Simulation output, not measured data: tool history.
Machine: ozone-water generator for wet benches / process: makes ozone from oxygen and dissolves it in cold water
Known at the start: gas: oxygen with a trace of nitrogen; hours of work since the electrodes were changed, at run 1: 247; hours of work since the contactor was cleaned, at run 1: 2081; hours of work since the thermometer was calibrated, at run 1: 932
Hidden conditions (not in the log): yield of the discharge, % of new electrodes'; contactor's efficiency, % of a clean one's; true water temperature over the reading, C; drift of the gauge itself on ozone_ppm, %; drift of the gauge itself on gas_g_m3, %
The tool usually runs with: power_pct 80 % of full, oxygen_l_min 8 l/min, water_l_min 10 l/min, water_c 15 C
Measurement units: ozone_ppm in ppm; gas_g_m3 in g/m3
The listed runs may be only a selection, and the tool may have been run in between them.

run,day,power_pct,oxygen_l_min,water_l_min,water_c,hours of work since the electrodes were changed,hours of work since the contactor was cleaned,hours of work since the thermometer was calibrated,ozone_ppm,gas_g_m3
1,0,80,8,10,15,247,2081,932,37.8,273.7
2,3.742,80,8,8,15,332,2166,1016,43.8,275.2
3,6.146,80,8,8,15,386,2220,1071,43.3,274.4
4,9.85,85,8,10,15,470,2304,1155,39.4,285.4
5,14.021,85,8,10,22,565,2398,1249,33.3,282.8
6,16.762,85,8,10,22,627,2461,1311,32.6,283.3
7,19.996,80,8,10,15,700,2534,1384,37.2,269.7
8,24.054,80,8,10,15,792,2626,1476,36.7,270.6
# day 24.35: water thermometer calibrated
9,26.529,80,8,10,15,848,2681,49,36.9,270.5
10,28.483,80,8,10,15,892,2726,94,36.6,268.3
# day 31.362: water thermometer calibrated, once more
11,32.067,80,8,10,15,972,2806,16,36.6,271.4
12,34.442,80,8,10,15,1026,2860,70,36.6,270.7
13,38.867,80,8,10,9,1126,2960,170,41.9,266.6
14,43.229,80,11.46,10,10,1225,3059,269,35.6,209.5
15,47.062,80,11.46,10,10,1312,3146,356,35.2,207.8
16,49.125,79,11.46,7,10,1359,3192,402,43.1,207.7
17,51.388,54,6.57,6,14,1410,3244,453,42.6,233.5
18,54.454,80,8,12,15,1479,3313,523,31.6,264.1
19,58.892,49,4.63,12,15,1580,3414,623,25.7,272.4
20,62.725,64,8,10,10,1667,3500,710,34.3,225.4
21,65.083,64,8,10,10,1720,3554,764,34,226.2

What would each run have given without the hidden state, its run-to-run variation left as it was?
run,ozone_ppm,gas_g_m3
1,39,276.5
2,45.3,278.9
3,44.9,278.6
4,41.1,290.8
5,34.9,289.2
6,34.3,290.4
7,39.2,276.9
8,38.9,278.7
9,39.2,279.1
10,39,277.3
11,38.9,281.4
12,39,281.1
13,44.8,278
14,38.3,219.2
15,38,218.2
16,46.5,218.3
17,45.5,242.8
18,34.4,278.9
19,27.6,283.6
20,37.3,237.6
21,37.1,238.8

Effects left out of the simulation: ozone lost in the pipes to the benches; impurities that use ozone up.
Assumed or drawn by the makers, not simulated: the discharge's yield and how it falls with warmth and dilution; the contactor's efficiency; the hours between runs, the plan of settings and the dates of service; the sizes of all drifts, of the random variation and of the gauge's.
